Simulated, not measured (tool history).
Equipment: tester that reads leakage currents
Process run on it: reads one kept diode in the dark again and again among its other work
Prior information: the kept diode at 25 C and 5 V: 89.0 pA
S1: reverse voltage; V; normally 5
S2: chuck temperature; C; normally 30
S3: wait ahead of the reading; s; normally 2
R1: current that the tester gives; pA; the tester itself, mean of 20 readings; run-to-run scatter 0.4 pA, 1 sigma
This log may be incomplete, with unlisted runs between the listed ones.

{"run": 1, "hour": 0.0, "S1": 5, "S2": 30, "S3": 2, "R1": 119.38}
{"run": 2, "hour": 146.6, "S1": 5, "S2": 30, "S3": 2, "R1": 116.87}
{"run": 3, "hour": 239.1, "S1": 8.12, "S2": 30, "S3": 2, "R1": 151}
{"run": 4, "hour": 404.1, "S1": 8.12, "S2": 30, "S3": 2, "R1": 147.52}
{"hour": 472.3, "done": "tester calibrated"}
{"run": 5, "hour": 535.4, "S1": 8.12, "S2": 30, "S3": 2, "R1": 149.43}
{"run": 6, "hour": 707.4, "S1": 8.12, "S2": 30, "S3": 2, "R1": 145.95}
{"hour": 751.8, "done": "chuck's temperature calibrated"}
{"run": 7, "hour": 857.4, "S1": 8.12, "S2": 30, "S3": 2, "R1": 169.94}
{"run": 8, "hour": 1008.6, "S1": 8.12, "S2": 30, "S3": 2, "R1": 167.59}
{"run": 9, "hour": 1165.3, "S1": 9.06, "S2": 30, "S3": 2, "R1": 174.2}
{"run": 10, "hour": 1290.0, "S1": 9.06, "S2": 30, "S3": 2, "R1": 170.95}
{"run": 11, "hour": 1406.1, "S1": 9.06, "S2": 30, "S3": 2, "R1": 168.39}
{"run": 12, "hour": 1597.9, "S1": 9.06, "S2": 53, "S3": 2, "R1": 819.11}
{"run": 13, "hour": 1717.2, "S1": 5, "S2": 30, "S3": 4.9, "R1": 115.33}
{"run": 14, "hour": 1823.3, "S1": 2.57, "S2": 39, "S3": 2, "R1": 153.07}
{"run": 15, "hour": 1906.6, "S1": 5, "S2": 28, "S3": 2, "R1": 96.97}
{"hour": 2011.6, "done": "chuck's temperature calibrated"}
{"run": 16, "hour": 2084.0, "S1": 5, "S2": 23, "S3": 2, "R1": 76.81}
{"run": 17, "hour": 2167.1, "S1": 1.11, "S2": 30, "S3": 2, "R1": 55.82}
{"run": 18, "hour": 2314.4, "S1": 1.77, "S2": 22, "S3": 1.83, "R1": 38.48}
{"run": 19, "hour": 2484.8, "S1": 5.13, "S2": 30, "S3": 2, "R1": 125.67}
{"run": 20, "hour": 2679.7, "S1": 15.08, "S2": 33, "S3": 2, "R1": 279.32}
{"run": 21, "hour": 2862.3, "S1": 5, "S2": 30, "S3": 0.48, "R1": 120.14}
{"run": 22, "hour": 2966.5, "S1": 2.01, "S2": 23, "S3": 0.3, "R1": 42.85}
{"run": 23, "hour": 3130.1, "S1": 1.7, "S2": 34, "S3": 4.38, "R1": 83.62}
{"hour": 3276.7, "done": "chuck's temperature calibrated"}
{"run": 24, "hour": 3305.7, "S1": 1.7, "S2": 34, "S3": 4.38, "R1": 96.05}
{"run": 25, "hour": 3488.0, "S1": 1.67, "S2": 30, "S3": 0.83, "R1": 69.3}

Predict each of these 4 candidate next runs independently; none follows another, all start after run 25:
{"run": "A", "hour": 3685.0, "S1": 1.74, "S2": 30, "S3": 4.62, "R1": "?"}
{"run": "B", "hour": 3685.0, "S1": 10.04, "S2": 30, "S3": 7.44, "R1": "?"}
{"run": "C", "hour": 3685.0, "S1": 12.27, "S2": 30, "S3": 0.83, "R1": "?"}
{"run": "D", "hour": 3685.0, "S1": 5, "S2": 53, "S3": 2, "R1": "?"}

run=A R1=68.71
run=B R1=182.76
run=C R1=208.17
run=D R1=618.79
Had the tool no hidden state, the same runs would have come out as:
run=A R1=73.22
run=B R1=192.88
run=C R1=219.17
run=D R1=658.19
